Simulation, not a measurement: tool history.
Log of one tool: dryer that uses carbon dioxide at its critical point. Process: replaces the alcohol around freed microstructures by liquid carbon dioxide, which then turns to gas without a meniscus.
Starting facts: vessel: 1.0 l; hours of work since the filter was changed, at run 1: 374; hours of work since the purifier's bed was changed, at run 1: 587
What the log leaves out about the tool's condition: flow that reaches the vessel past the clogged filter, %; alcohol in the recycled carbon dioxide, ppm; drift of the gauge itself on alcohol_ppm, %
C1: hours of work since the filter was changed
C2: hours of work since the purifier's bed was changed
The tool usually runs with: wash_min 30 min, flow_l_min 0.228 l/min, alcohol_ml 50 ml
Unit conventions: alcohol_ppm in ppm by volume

{"run": 1, "hour": 0.0, "wash_min": 30, "flow_l_min": 0.228, "alcohol_ml": 50, "C1": 374, "C2": 587, "alcohol_ppm": 187}
{"run": 2, "hour": 20.7, "wash_min": 30, "flow_l_min": 0.284, "alcohol_ml": 50, "C1": 384, "C2": 597, "alcohol_ppm": 89}
{"run": 3, "hour": 35.2, "wash_min": 30, "flow_l_min": 0.228, "alcohol_ml": 50, "C1": 391, "C2": 603, "alcohol_ppm": 206}
{"run": 4, "hour": 62.2, "wash_min": 30, "flow_l_min": 0.228, "alcohol_ml": 50, "C1": 403, "C2": 616, "alcohol_ppm": 200}
{"run": 5, "hour": 88.0, "wash_min": 30, "flow_l_min": 0.228, "alcohol_ml": 50, "C1": 415, "C2": 628, "alcohol_ppm": 216}
{"run": 6, "hour": 103.7, "wash_min": 30, "flow_l_min": 0.233, "alcohol_ml": 50, "C1": 422, "C2": 635, "alcohol_ppm": 189}
{"run": 7, "hour": 123.5, "wash_min": 19, "flow_l_min": 0.228, "alcohol_ml": 50, "C1": 431, "C2": 644, "alcohol_ppm": 1426}
{"run": 8, "hour": 151.0, "wash_min": 19, "flow_l_min": 0.228, "alcohol_ml": 50, "C1": 444, "C2": 657, "alcohol_ppm": 1429}
{"run": 9, "hour": 180.0, "wash_min": 30, "flow_l_min": 0.228, "alcohol_ml": 60, "C1": 457, "C2": 670, "alcohol_ppm": 251}
{"run": 10, "hour": 197.3, "wash_min": 30, "flow_l_min": 0.228, "alcohol_ml": 60, "C1": 465, "C2": 678, "alcohol_ppm": 263}
{"run": 11, "hour": 213.8, "wash_min": 30, "flow_l_min": 0.228, "alcohol_ml": 60, "C1": 473, "C2": 686, "alcohol_ppm": 271}
{"hour": 235.0, "done": "inlet filter changed"}
{"run": 12, "hour": 244.0, "wash_min": 30, "flow_l_min": 0.228, "alcohol_ml": 60, "C1": 4, "C2": 699, "alcohol_ppm": 143}
{"run": 13, "hour": 276.1, "wash_min": 41, "flow_l_min": 0.228, "alcohol_ml": 49, "C1": 19, "C2": 714, "alcohol_ppm": 67}
{"run": 14, "hour": 302.4, "wash_min": 41, "flow_l_min": 0.228, "alcohol_ml": 49, "C1": 31, "C2": 726, "alcohol_ppm": 56}
{"run": 15, "hour": 318.4, "wash_min": 36, "flow_l_min": 0.228, "alcohol_ml": 49, "C1": 38, "C2": 733, "alcohol_ppm": 82}
{"run": 16, "hour": 350.8, "wash_min": 30, "flow_l_min": 0.327, "alcohol_ml": 50, "C1": 53, "C2": 748, "alcohol_ppm": 66}
{"run": 17, "hour": 374.2, "wash_min": 32, "flow_l_min": 0.262, "alcohol_ml": 38, "C1": 64, "C2": 759, "alcohol_ppm": 75}
{"run": 18, "hour": 398.8, "wash_min": 32, "flow_l_min": 0.262, "alcohol_ml": 38, "C1": 75, "C2": 770, "alcohol_ppm": 81}
{"run": 19, "hour": 417.6, "wash_min": 30, "flow_l_min": 0.157, "alcohol_ml": 50, "C1": 84, "C2": 779, "alcohol_ppm": 662}
{"run": 20, "hour": 441.1, "wash_min": 37, "flow_l_min": 0.153, "alcohol_ml": 71, "C1": 95, "C2": 790, "alcohol_ppm": 423}
{"run": 21, "hour": 459.0, "wash_min": 37, "flow_l_min": 0.153, "alcohol_ml": 71, "C1": 103, "C2": 798, "alcohol_ppm": 444}
{"run": 22, "hour": 482.4, "wash_min": 30, "flow_l_min": 0.203, "alcohol_ml": 21, "C1": 114, "C2": 809, "alcohol_ppm": 140}
{"run": 23, "hour": 508.1, "wash_min": 36, "flow_l_min": 0.228, "alcohol_ml": 66, "C1": 126, "C2": 821, "alcohol_ppm": 95}

What differs in the tool's unlogged condition from the final listed run ahead of each entry between runs to the first listed run following it?
After run 11, before run 12: inlet filter changed (hour 235)
  flow that reaches the vessel past the clogged filter, %: 84.2 -> 99.4; alcohol in the recycled carbon dioxide, ppm: 53.8 -> 54.9
  measured value less the no-hidden-state value, alcohol_ppm: +189 -> +55 ppm by volume
